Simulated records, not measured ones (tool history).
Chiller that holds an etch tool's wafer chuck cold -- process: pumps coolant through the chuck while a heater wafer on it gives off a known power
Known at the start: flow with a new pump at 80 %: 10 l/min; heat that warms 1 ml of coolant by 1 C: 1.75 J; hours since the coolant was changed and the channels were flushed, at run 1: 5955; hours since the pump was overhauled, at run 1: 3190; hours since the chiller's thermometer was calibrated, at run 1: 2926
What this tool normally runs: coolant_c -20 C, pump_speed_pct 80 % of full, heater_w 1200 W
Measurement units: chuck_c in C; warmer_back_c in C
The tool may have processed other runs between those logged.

| run | day | coolant_c | pump_speed_pct | heater_w | hours since the coolant was changed and the channels were flushed | hours since the pump was overhauled | hours since the chiller's thermometer was calibrated | chuck_c | warmer_back_c |
|---|---|---|---|---|---|---|---|---|---|
| 1 | 0 | -20 | 80 | 1200 | 5955 | 3190 | 2926 | -3.9 | 4.23 |
| 2 | 5.329 | -20 | 80 | 625 | 6083 | 3318 | 3054 | -12 | 2.24 |
| 3 | 11.004 | -14 | 80 | 1200 | 6220 | 3454 | 3190 | 2.1 | 4.24 |
| 4 | 17.242 | -14 | 80 | 1200 | 6369 | 3604 | 3340 | 2.1 | 4.25 |
| 5 | 22.312 | -20 | 80 | 1200 | 6491 | 3726 | 3462 | -3.7 | 4.27 |
| 6 | 25.904 | -20 | 80 | 1200 | 6577 | 3812 | 3548 | -3.9 | 4.28 |
| 7 | 28.958 | -20 | 80 | 1200 | 6651 | 3885 | 3621 | -4 | 4.27 |
| 8 | 35.075 | -10 | 99 | 1149 | 6797 | 4032 | 3768 | 2.4 | 3.2 |
| 9 | 39.508 | -10 | 99 | 1149 | 6904 | 4139 | 3875 | 2.5 | 3.25 |
| 10 | 42.579 | -10 | 99 | 1149 | 6977 | 4212 | 3948 | 2.5 | 3.24 |
| 11 | 46.25 | -15 | 92 | 608 | 7065 | 4300 | 4036 | -8.2 | 1.85 |
| 12 | 51.417 | -15 | 92 | 608 | 7189 | 4424 | 4160 | -8.4 | 1.88 |
| 13 | 56.725 | -15 | 92 | 608 | 7317 | 4552 | 4288 | -8.3 | 1.87 |

Forecast each of these 4 alternatives for the next run:
|  | 59.846 | coolant changed, channels flushed |
| A | 60.529 | -10 | 80 | 1200 | 16 | 4637 | 4373 | ? | ? |
|  | 59.846 | coolant changed, channels flushed |
| B | 60.529 | -21 | 80 | 1474 | 16 | 4637 | 4373 | ? | ? |
|  | 59.846 | coolant changed, channels flushed |
| C | 60.529 | -20 | 64 | 1200 | 16 | 4637 | 4373 | ? | ? |
|  | 59.846 | coolant changed, channels flushed |
| D | 60.529 | -15 | 92 | 1364 | 16 | 4637 | 4373 | ? | ? |

| run | chuck_c | warmer_back_c |
|---|---|---|
| A | 4.4 | 4.28 |
| B | -2.9 | 5.24 |
| C | -1.8 | 5.49 |
| D | -0.6 | 4.16 |
Without the tool's hidden state the same runs would have given:
| run | chuck_c | warmer_back_c |
|---|---|---|
| A | 4.5 | 4.1 |
| B | -2.9 | 5.02 |
| C | -1.8 | 5.26 |
| D | -0.5 | 3.99 |
